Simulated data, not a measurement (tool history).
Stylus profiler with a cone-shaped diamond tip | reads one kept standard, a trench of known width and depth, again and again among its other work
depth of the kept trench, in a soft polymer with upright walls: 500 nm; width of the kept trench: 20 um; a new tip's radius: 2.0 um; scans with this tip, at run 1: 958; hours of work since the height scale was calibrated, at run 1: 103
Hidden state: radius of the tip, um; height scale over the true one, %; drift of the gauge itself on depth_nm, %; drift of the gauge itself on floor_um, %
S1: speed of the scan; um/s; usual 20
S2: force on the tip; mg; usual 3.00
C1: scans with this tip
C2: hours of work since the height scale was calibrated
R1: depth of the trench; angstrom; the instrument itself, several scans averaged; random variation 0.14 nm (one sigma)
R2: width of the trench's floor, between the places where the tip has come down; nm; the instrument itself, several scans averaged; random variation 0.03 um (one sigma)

run 1 hour=0.0 | S1=20 S2=3.00 | C1=958 C2=103 | R1=5066.1 R2=17320
run 2 hour=18.9 | S1=20 S2=3.00 | C1=1051 C2=113 | R1=5064.6 R2=17300
run 3 hour=30.2 | S1=20 S2=4.63 | C1=1107 C2=119 | R1=5086.5 R2=17310
run 4 hour=50.7 | S1=20 S2=4.63 | C1=1209 C2=130 | R1=5084.5 R2=17340
run 5 hour=68.7 | S1=20 S2=4.63 | C1=1298 C2=140 | R1=5085.9 R2=17320
run 6 hour=92.5 | S1=20 S2=4.63 | C1=1415 C2=153 | R1=5085.0 R2=17360
-- hour=94.7 height scale calibrated on a step standard
run 7 hour=112.2 | S1=20 S2=4.63 | C1=1510 C2=9 | R1=5086.4 R2=17320
run 8 hour=122.5 | S1=20 S2=4.63 | C1=1561 C2=15 | R1=5086.8 R2=17290
run 9 hour=146.5 | S1=20 S2=1.31 | C1=1680 C2=28 | R1=5035.0 R2=17220
-- hour=153.4 height scale calibrated on a step standard, once more
run 10 hour=163.1 | S1=47 S2=1.31 | C1=1759 C2=5 | R1=5038.3 R2=17100
run 11 hour=181.5 | S1=16 S2=3.39 | C1=1851 C2=15 | R1=5070.8 R2=17280
run 12 hour=193.3 | S1=29 S2=2.40 | C1=1909 C2=21 | R1=5057.2 R2=17180
run 13 hour=217.4 | S1=15 S2=7.40 | C1=2028 C2=34 | R1=5122.0 R2=17310
run 14 hour=234.5 | S1=15 S2=7.40 | C1=2112 C2=43 | R1=5122.3 R2=17280

Forecast each of these 5 alternatives for the next run:
run A hour=255.4 | S1=20 S2=2.38 | C1=2216 C2=54 | R1=? R2=?
run B hour=255.4 | S1=9 S2=3.26 | C1=2216 C2=54 | R1=? R2=?
run C hour=255.4 | S1=57 S2=1.89 | C1=2216 C2=54 | R1=? R2=?
run D hour=255.4 | S1=18 S2=3.00 | C1=2216 C2=54 | R1=? R2=?
run E hour=255.4 | S1=15 S2=2.16 | C1=2216 C2=54 | R1=? R2=?

run=A R1=5054.6 R2=17280
run=B R1=5068.3 R2=17300
run=C R1=5049.5 R2=17140
run=D R1=5066.6 R2=17260
run=E R1=5052.0 R2=17270
Without the tool's hidden state the same runs would have given:
run=A R1=5056.7 R2=17330
run=B R1=5070.5 R2=17350
run=C R1=5051.7 R2=17200
run=D R1=5068.8 R2=17320
run=E R1=5054.2 R2=17330

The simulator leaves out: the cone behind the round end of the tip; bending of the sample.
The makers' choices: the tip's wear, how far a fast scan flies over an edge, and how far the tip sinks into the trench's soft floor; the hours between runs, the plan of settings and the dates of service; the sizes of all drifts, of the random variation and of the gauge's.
